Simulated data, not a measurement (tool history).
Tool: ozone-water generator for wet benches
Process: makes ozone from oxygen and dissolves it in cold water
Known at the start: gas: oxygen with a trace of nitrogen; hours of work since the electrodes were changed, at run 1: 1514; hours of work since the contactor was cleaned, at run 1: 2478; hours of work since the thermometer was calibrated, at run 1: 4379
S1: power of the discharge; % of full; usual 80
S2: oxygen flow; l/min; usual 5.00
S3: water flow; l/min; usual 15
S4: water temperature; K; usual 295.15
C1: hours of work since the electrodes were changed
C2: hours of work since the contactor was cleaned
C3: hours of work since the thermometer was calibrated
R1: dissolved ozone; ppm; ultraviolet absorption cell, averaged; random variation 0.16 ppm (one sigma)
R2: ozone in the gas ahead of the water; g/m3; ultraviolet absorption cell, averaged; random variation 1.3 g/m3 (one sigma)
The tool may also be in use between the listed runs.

Run 1, hour 0.0: usual settings; C1 1514; C2 2478; C3 4379. Result: R1 20.1 ppm, R2 232.3 g/m3.
Run 2, hour 59.7: usual settings; C1 1567; C2 2531; C3 4433. Result: R1 20.4 ppm, R2 230.1 g/m3.
Run 3, hour 146.3: usual settings; C1 1645; C2 2609; C3 4510. Result: R1 20.2 ppm, R2 231.6 g/m3.
Run 4, hour 188.9: usual settings; C1 1683; C2 2647; C3 4548. Result: R1 19.9 ppm, R2 232.0 g/m3.
Run 5, hour 244.7: usual settings; C1 1733; C2 2697; C3 4598. Result: R1 19.8 ppm, R2 233.8 g/m3.
Run 6, hour 304.3: usual settings; C1 1786; C2 2751; C3 4652. Result: R1 19.9 ppm, R2 230.2 g/m3.
Run 7, hour 354.1: usual settings; C1 1831; C2 2795; C3 4696. Result: R1 19.6 ppm, R2 231.1 g/m3.
Run 8, hour 432.5: usual settings; C1 1901; C2 2865; C3 4767. Result: R1 19.9 ppm, R2 233.5 g/m3.
Run 9, hour 472.4: usual settings; C1 1937; C2 2901; C3 4802. Result: R1 19.9 ppm, R2 233.0 g/m3.
Run 10, hour 534.4: usual settings; C1 1993; C2 2957; C3 4858. Result: R1 19.9 ppm, R2 231.3 g/m3.
Run 11, hour 587.6: usual settings; C1 2040; C2 3004; C3 4906. Result: R1 19.8 ppm, R2 231.1 g/m3.
Run 12, hour 675.3: usual settings; C1 2119; C2 3083; C3 4984. Result: R1 19.8 ppm, R2 228.9 g/m3.
At hour 683.9: contactor cleaned.
Run 13, hour 748.1: usual settings but S2 6.66 l/min, S3 10 l/min; C1 2180; C2 57; C3 5046. Result: R1 24.5 ppm, R2 201.8 g/m3.
Run 14, hour 818.5: usual settings but S2 6.66 l/min, S3 10 l/min; C1 2243; C2 121; C3 5109. Result: R1 24.7 ppm, R2 200.2 g/m3.
Run 15, hour 864.5: usual settings but S2 6.66 l/min, S3 14 l/min, S4 291.15 K; C1 2285; C2 162; C3 5150. Result: R1 21.6 ppm, R2 199.7 g/m3.
Run 16, hour 921.9: usual settings but S2 6.09 l/min, S3 14 l/min, S4 301.15 K; C1 2336; C2 213; C3 5202. Result: R1 17.7 ppm, R2 209.8 g/m3.
Run 17, hour 987.5: usual settings but S1 55 % of full, S2 7.45 l/min; C1 2395; C2 272; C3 5260. Result: R1 14.4 ppm, R2 146.2 g/m3.

5 ways to go on from here, each from the tool as it stands after run 17. What would each give?
Run A, hour 1025.8: usual settings but S1 55 % of full, S2 7.45 l/min, S3 14 l/min, S4 292.15 K; C1 2429; C2 306; C3 5295. Result: R1 ?, R2 ?.
Run B, hour 1025.8: usual settings but S1 92 % of full, S2 5.75 l/min, S3 16 l/min; C1 2429; C2 306; C3 5295. Result: R1 ?, R2 ?.
Run C, hour 1025.8: usual settings but S1 59 % of full, S2 6.61 l/min, S3 21 l/min; C1 2429; C2 306; C3 5295. Result: R1 ?, R2 ?.
Run D, hour 1025.8: usual settings but S1 93 % of full, S2 6.96 l/min, S4 298.15 K; C1 2429; C2 306; C3 5295. Result: R1 ?, R2 ?.
Run E, hour 1025.8: usual settings but S3 16 l/min, S4 294.15 K; C1 2429; C2 306; C3 5295. Result: R1 ?, R2 ?.

run    R1     R2
  A  16.1  147.2
  B  19.9  238.8
  C  11.8  163.5
  D  19.4  218.3
  E  18.5  227.8
Without the tool's hidden state the same runs would have given:
run    R1     R2
  A  17.7  151.9
  B  22.3  249.8
  C  13.2  169.0
  D  21.8  228.3
  E  20.6  237.4
